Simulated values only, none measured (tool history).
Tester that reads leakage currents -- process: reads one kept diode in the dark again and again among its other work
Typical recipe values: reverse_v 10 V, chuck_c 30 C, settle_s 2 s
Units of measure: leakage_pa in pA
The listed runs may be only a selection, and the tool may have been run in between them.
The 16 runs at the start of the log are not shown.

| run | hour | reverse_v | chuck_c | settle_s | hours of work since the probe card was cleaned | hours of work since the tester was calibrated | hours of work since the chuck was calibrated | leakage_pa |
|---|---|---|---|---|---|---|---|---|
| 17 | 579 | 10 | 30 | 2 | 2056 | 902 | 624 | 167.72 |
| 18 | 602.6 | 6.5 | 30 | 2 | 2065 | 912 | 634 | 137.74 |
| 19 | 641.1 | 6.5 | 30 | 2 | 2081 | 927 | 649 | 137.68 |
| 20 | 666.8 | 6.5 | 30 | 2 | 2091 | 938 | 660 | 138.03 |
| 21 | 705.1 | 5.1 | 38 | 2 | 2107 | 953 | 675 | 222.86 |
| 22 | 738 | 2.8 | 31 | 1.45 | 2120 | 967 | 689 | 101.24 |
| 23 | 777.6 | 2.8 | 31 | 1.45 | 2136 | 983 | 705 | 100.63 |
| 24 | 817.4 | 7.1 | 34 | 2 | 2152 | 999 | 721 | 193 |
| 25 | 867.1 | 5.2 | 26 | 8.91 | 2172 | 1019 | 741 | 91.08 |
| 26 | 913.2 | 5.2 | 26 | 8.91 | 2191 | 1037 | 759 | 91.25 |
| 27 | 952.6 | 5.2 | 26 | 8.91 | 2207 | 1053 | 775 | 91.72 |
| 28 | 984.2 | 1.3 | 43 | 1.71 | 2219 | 1066 | 788 | 169.66 |
| 29 | 1004.8 | 3.3 | 23 | 1.21 | 2228 | 1074 | 796 | 59.26 |
| 30 | 1051.5 | 3.3 | 23 | 1.21 | 2247 | 1093 | 815 | 58.62 |
| 31 | 1089.6 | 3.3 | 23 | 1.21 | 2262 | 1109 | 831 | 59.34 |
| 32 | 1114.1 | 3.3 | 23 | 1.21 | 2272 | 1119 | 841 | 59.11 |
| 33 | 1156 | 3.8 | 51 | 1.43 | 2289 | 1135 | 858 | 474.83 |
| 34 | 1178.8 | 10 | 55 | 0.69 | 2298 | 1145 | 867 | 958.9 |
| 35 | 1206.9 | 2.8 | 40 | 2.25 | 2309 | 1156 | 878 | 193.62 |
| 36 | 1232.9 | 7.4 | 38 | 8.1 | 2320 | 1167 | 889 | 262.07 |
| 37 | 1269.7 | 7.4 | 38 | 8.1 | 2335 | 1181 | 903 | 263.06 |
| 38 | 1295.2 | 7.4 | 38 | 8.1 | 2345 | 1192 | 914 | 262.94 |
| 39 | 1327.1 | 10 | 33 | 2 | 2358 | 1205 | 927 | 209.1 |

Here are 3 independent what-if runs from the current tool condition. What would each one return?
| A | 1372.3 | 10.2 | 52 | 2.26 | 2376 | 1223 | 945 | ? |
| B | 1372.3 | 10 | 36 | 0.59 | 2376 | 1223 | 945 | ? |
| C | 1372.3 | 2.6 | 30 | 2 | 2376 | 1223 | 945 | ? |

| run | leakage_pa |
|---|---|
| A | 793.9 |
| B | 262.35 |
| C | 90.8 |
Take away the tool's hidden state, keep each run's random variation, and the runs would have read:
| run | leakage_pa |
|---|---|
| A | 793.88 |
| B | 262.23 |
| C | 90.78 |

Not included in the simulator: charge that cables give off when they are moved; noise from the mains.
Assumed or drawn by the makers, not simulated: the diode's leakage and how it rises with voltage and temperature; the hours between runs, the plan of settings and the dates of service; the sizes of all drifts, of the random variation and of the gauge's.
